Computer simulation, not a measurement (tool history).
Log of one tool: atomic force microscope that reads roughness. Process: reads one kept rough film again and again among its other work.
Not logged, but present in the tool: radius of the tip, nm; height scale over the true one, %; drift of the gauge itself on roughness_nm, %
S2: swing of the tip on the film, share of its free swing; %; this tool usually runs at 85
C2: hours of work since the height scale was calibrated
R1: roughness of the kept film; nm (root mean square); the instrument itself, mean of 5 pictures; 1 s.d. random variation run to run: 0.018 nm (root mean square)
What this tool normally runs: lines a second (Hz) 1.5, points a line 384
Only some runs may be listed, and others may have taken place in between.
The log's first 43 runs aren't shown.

-- hour=2059.1 new tip fitted
run 44 hour=2066.3 | lines_a_second_(Hz)=2.03 S2=74 points_a_line=302 | pictures_with_this_tip=12 C2=1401 | R1=4.48
run 45 hour=2121.7 | lines_a_second_(Hz)=2.03 S2=74 points_a_line=302 | pictures_with_this_tip=106 C2=1437 | R1=4.232
run 46 hour=2176.9 | lines_a_second_(Hz)=2.03 S2=74 points_a_line=302 | pictures_with_this_tip=199 C2=1472 | R1=4.113
run 47 hour=2211.3 | lines_a_second_(Hz)=3.4 S2=67 points_a_line=996 | pictures_with_this_tip=257 C2=1494 | R1=3.971
run 48 hour=2250.4 | lines_a_second_(Hz)=3.4 S2=67 points_a_line=996 | pictures_with_this_tip=323 C2=1519 | R1=3.868
-- hour=2256.2 new tip fitted
run 49 hour=2290.5 | lines_a_second_(Hz)=3.4 S2=55 points_a_line=996 | pictures_with_this_tip=58 C2=1544 | R1=4.645
run 50 hour=2327.5 | lines_a_second_(Hz)=0.87 S2=64 points_a_line=625 | pictures_with_this_tip=121 C2=1567 | R1=4.658
run 51 hour=2377.7 | lines_a_second_(Hz)=0.87 S2=64 points_a_line=625 | pictures_with_this_tip=205 C2=1599 | R1=4.489

Alternative continuations, all from the tool just after run 51; predict every row:
run A hour=2408.4 | lines_a_second_(Hz)=2.18 S2=63 points_a_line=625 | pictures_with_this_tip=257 C2=1619 | R1=?
run B hour=2408.4 | lines_a_second_(Hz)=0.87 S2=85 points_a_line=625 | pictures_with_this_tip=257 C2=1619 | R1=?
run C hour=2408.4 | lines_a_second_(Hz)=1.5 S2=80 points_a_line=384 | pictures_with_this_tip=257 C2=1619 | R1=?
run D hour=2408.4 | lines_a_second_(Hz)=0.87 S2=85 points_a_line=268 | pictures_with_this_tip=257 C2=1619 | R1=?
run E hour=2408.4 | lines_a_second_(Hz)=1.5 S2=85 points_a_line=261 | pictures_with_this_tip=257 C2=1619 | R1=?

run=A R1=4.24
run=B R1=4.152
run=C R1=4.026
run=D R1=4.157
run=E R1=3.922
Without the tool's hidden state the same runs would have given:
run=A R1=4.785
run=B R1=4.687
run=C R1=4.542
run=D R1=4.69
run=E R1=4.426

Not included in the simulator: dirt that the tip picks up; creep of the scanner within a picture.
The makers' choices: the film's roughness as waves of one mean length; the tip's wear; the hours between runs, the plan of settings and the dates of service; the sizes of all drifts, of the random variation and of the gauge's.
